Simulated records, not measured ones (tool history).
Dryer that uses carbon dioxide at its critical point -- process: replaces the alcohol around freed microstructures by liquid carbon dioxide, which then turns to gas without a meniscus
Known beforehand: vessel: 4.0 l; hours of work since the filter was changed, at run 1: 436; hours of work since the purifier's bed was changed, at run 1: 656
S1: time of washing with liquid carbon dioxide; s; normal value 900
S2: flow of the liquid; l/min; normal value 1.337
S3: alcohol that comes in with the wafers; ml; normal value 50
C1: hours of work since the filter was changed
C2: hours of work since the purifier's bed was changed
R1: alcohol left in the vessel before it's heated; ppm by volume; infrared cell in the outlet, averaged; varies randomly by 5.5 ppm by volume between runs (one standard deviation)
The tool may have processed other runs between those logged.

run,day,S1,S2,S3,C1,C2,R1
1,0.000,900,1.337,50,436,656,208
2,2.258,900,1.337,50,469,688,222
3,3.779,900,1.337,50,491,710,224
4,5.562,900,1.337,50,517,736,220
5,7.100,900,0.960,50,539,758,641
# day 8.125: inlet filter changed
6,9.696,900,0.960,50,23,795,584
7,11.638,900,2.130,50,51,823,43
8,12.996,1440,1.337,50,71,843,48
9,14.496,900,1.337,79,92,865,297
10,17.192,900,1.337,79,131,904,295
11,19.221,900,1.337,79,161,933,296
12,21.033,900,1.337,79,187,959,310
13,22.958,900,1.337,79,215,987,305
14,24.933,900,1.337,79,243,1016,314
15,27.725,900,1.337,50,284,1056,216
16,29.912,900,1.337,50,316,1088,214
17,31.579,900,1.337,50,340,1112,233
18,33.275,900,1.410,50,364,1137,189
19,35.658,840,1.337,50,399,1171,282
20,37.288,840,1.337,50,422,1195,296
21,39.504,900,1.337,50,454,1227,238
22,42.396,900,1.337,31,496,1269,174
23,44.912,900,1.337,31,533,1305,180
# day 46.400: inlet filter changed
24,47.108,780,1.310,50,10,1337,341
25,49.879,960,1.780,24,50,1377,65
26,51.367,1320,1.780,96,72,1398,67
27,53.571,1320,0.860,20,104,1430,141
28,56.221,1140,1.337,37,142,1468,101
# day 57.175: purifier's bed changed
29,59.279,900,1.337,20,185,30,69
30,61.417,900,0.820,78,216,61,1407
31,64.008,600,1.870,37,253,99,176
32,66.008,780,0.980,37,282,128,589

What will run 33 give?
33,68.283,780,0.980,37,315,161,?

Logged for run 33: R1 643 ppm by volume.
If the tool had no hidden condition, the same run with the same run-to-run variation would have returned R1 578 ppm by volume.

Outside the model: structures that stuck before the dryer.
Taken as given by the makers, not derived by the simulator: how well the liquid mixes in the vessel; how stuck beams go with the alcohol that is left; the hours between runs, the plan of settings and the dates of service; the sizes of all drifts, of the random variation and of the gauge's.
